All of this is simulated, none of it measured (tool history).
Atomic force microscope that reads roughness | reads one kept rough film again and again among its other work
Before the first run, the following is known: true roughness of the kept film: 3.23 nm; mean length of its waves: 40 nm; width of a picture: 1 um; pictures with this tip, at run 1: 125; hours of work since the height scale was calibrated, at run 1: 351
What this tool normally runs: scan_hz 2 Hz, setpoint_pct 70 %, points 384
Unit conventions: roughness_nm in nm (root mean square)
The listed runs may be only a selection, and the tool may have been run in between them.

run     day  scan_hz  setpoint_pct  points  pictures with this tip  hours of work since the height scale was calibrated  roughness_nm
  1       0        2            70     384                     125                                                  351         2.462
  2   1.858        2            70     384                     237                                                  384         2.327
  3   3.421        2            70     384                     330                                                  411         2.236
      3.542  -- new tip fitted
  4   4.917        2            70     384                      82                                                  436         2.517
  5   6.171        2            70     384                     157                                                  458         2.395
  6   7.725        2            70     384                     250                                                  485         2.306
      9.233  -- new tip fitted
  7   9.658        2            70     384                      26                                                  518          2.61
  8  11.521        2            70     384                     137                                                  550         2.454
  9  13.488     3.76            70     610                     255                                                  584           2.1
     14.988  -- new tip fitted
 10  15.196     3.76            70     610                      13                                                  614         2.384
 11  16.396     3.76            88     610                      84                                                  634         1.781
 12  17.642        2            63     542                     159                                                  656         2.541
 13  19.554     1.25            70     785                     273                                                  689         2.398
 14  20.421        2            69     728                     325                                                  704         2.264
       20.7  -- new tip fitted
 15  21.388        2            69     728                      42                                                  721         2.599
 16  22.758     1.37            70     616                     124                                                  744         2.559

Same runs, no hidden state in the tool, same run-to-run variation:
Hidden state at play: radius of the tip, nm; height scale over the true one, %; drift of the gauge itself on roughness_nm, %.
run  roughness_nm
  1         2.647
  2         2.637
  3         2.646
  4         2.657
  5         2.624
  6         2.652
  7         2.661
  8         2.655
  9         2.415
 10          2.41
 11         1.865
 12         2.778
 13         2.772
 14         2.678
 15         2.673
 16         2.753
